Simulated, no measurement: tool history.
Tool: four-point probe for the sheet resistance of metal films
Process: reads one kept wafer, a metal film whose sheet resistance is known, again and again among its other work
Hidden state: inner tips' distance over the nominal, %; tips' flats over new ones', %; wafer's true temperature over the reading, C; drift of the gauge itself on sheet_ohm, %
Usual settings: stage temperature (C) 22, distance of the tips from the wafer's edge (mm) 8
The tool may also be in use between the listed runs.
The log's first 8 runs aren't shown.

run	hour	stage temperature (C)	distance of the tips from the wafer's edge (mm)	touches since the probe head was changed	hours of work since the stage's thermometer was calibrated	sheet resistance as the instrument gives it (ohm/square)
9	465.4	22	8	76372	1452	1.361348
10	501.4	22	8	77787	1474	1.361336
11	572	22	8	80559	1517	1.362253
12	624.1	22	8	82604	1549	1.362317
13	691	22	8	85234	1590	1.362559
14	749.8	22	8	87543	1626	1.363212
# hour 796.7: new probe head fitted
15	808.2	22	11	451	1661	1.352599
16	844.1	22	11	1862	1682	1.353461
17	915	22	11	4645	1726	1.353675
18	985.4	27	11	7409	1769	1.352836
19	1029.4	22	8	9138	1795	1.355644
20	1064.2	22	8	10502	1817	1.356202
21	1096	22	8	11752	1836	1.356296
22	1131.9	22	8	13161	1858	1.356698
23	1180.6	22	8	15074	1888	1.357099
24	1218.2	22	8	16552	1911	1.3574
# hour 1223.7: stage's thermometer calibrated
25	1258.2	22	8	18102	21	1.358835
26	1308.8	19	10	20089	52	1.358989
27	1357.6	19	7	22006	82	1.361575
28	1400.3	33	55	23683	108	1.355182
29	1460.3	22	25	26038	144	1.358402
30	1499.8	27	62	27590	168	1.357456

The next listed run, before its measurement:
31	1572.2	18	62	30432	212	?

sheet resistance as the instrument gives it (ohm/square): 1.359871
Without the tool's hidden state the same run would have given sheet resistance as the instrument gives it (ohm/square) 1.349319.
